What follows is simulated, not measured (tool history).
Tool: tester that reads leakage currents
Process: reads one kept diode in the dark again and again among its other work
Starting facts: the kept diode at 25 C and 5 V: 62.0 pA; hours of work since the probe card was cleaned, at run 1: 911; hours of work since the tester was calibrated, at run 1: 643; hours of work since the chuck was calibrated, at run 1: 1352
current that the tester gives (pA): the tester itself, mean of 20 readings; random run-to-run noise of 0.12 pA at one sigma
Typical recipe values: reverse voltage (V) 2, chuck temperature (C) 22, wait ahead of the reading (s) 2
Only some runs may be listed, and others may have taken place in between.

| run | hour | reverse voltage (V) | chuck temperature (C) | wait ahead of the reading (s) | hours of work since the probe card was cleaned | hours of work since the tester was calibrated | hours of work since the chuck was calibrated | current that the tester gives (pA) |
|---|---|---|---|---|---|---|---|---|
| 1 | 0 | 2 | 22 | 2 | 911 | 643 | 1352 | 31.28 |
| 2 | 13.1 | 2 | 22 | 2 | 920 | 652 | 1361 | 31.17 |
| 3 | 38.6 | 2 | 22 | 2 | 937 | 670 | 1378 | 31.27 |
| 4 | 60.7 | 2 | 22 | 2 | 953 | 685 | 1393 | 31.14 |
| 5 | 75.6 | 13.81 | 22 | 2 | 963 | 695 | 1403 | 68.82 |
| 6 | 102.1 | 13.81 | 22 | 2 | 981 | 713 | 1422 | 68.9 |
| 7 | 123.3 | 13.81 | 22 | 2 | 995 | 728 | 1436 | 68.65 |
| 8 | 151 | 7.75 | 22 | 2 | 1014 | 747 | 1455 | 53.79 |
| 9 | 176.7 | 2 | 22 | 2 | 1032 | 764 | 1473 | 30.92 |
| 10 | 207.8 | 16.61 | 22 | 2 | 1053 | 786 | 1494 | 75.34 |
|  | 238 | chuck's temperature calibrated |
| 11 | 241.2 | 16.61 | 22 | 2 | 1075 | 807 | 2 | 88.41 |
| 12 | 265.2 | 4.28 | 54 | 7.91 | 1091 | 824 | 19 | 462.54 |
| 13 | 297.3 | 2 | 22 | 1.68 | 1113 | 846 | 41 | 37.24 |
| 14 | 326.4 | 4.5 | 39 | 0.5 | 1133 | 865 | 61 | 175.21 |
| 15 | 339.7 | 4.5 | 39 | 0.5 | 1142 | 875 | 70 | 174.78 |
| 16 | 365.5 | 2 | 55 | 9.75 | 1160 | 892 | 87 | 374.29 |
| 17 | 395.1 | 2 | 55 | 9.75 | 1180 | 913 | 108 | 373.57 |
| 18 | 425.8 | 1.4 | 22 | 2 | 1201 | 934 | 129 | 31.94 |
| 19 | 457.4 | 1.4 | 22 | 2 | 1223 | 955 | 150 | 31.9 |
| 20 | 482.9 | 19.92 | 22 | 2.19 | 1240 | 973 | 168 | 96.14 |
| 21 | 513.3 | 19.92 | 22 | 2.19 | 1261 | 993 | 189 | 95.76 |
| 22 | 532.7 | 16.96 | 25 | 2.92 | 1275 | 1007 | 202 | 108.27 |

5 options for the next run, each taken on its own from the tool as it stands now. Forecast them:
| A | 558.6 | 2.9 | 46 | 2 | 1292 | 1024 | 220 | ? |
| B | 558.6 | 9.74 | 40 | 3.47 | 1292 | 1024 | 220 | ? |
| C | 558.6 | 1.47 | 25 | 7.08 | 1292 | 1024 | 220 | ? |
| D | 558.6 | 4.4 | 22 | 2.32 | 1292 | 1024 | 220 | ? |
| E | 558.6 | 1.63 | 31 | 6.15 | 1292 | 1024 | 220 | ? |

| run | current that the tester gives (pA) |
|---|---|
| A | 234.9 |
| B | 243.46 |
| C | 40.43 |
| D | 49.55 |
| E | 65.67 |
What these runs would have given with no unlogged condition in the tool:
| run | current that the tester gives (pA) |
|---|---|
| A | 237.25 |
| B | 240.87 |
| C | 40.19 |
| D | 47.28 |
| E | 65.81 |
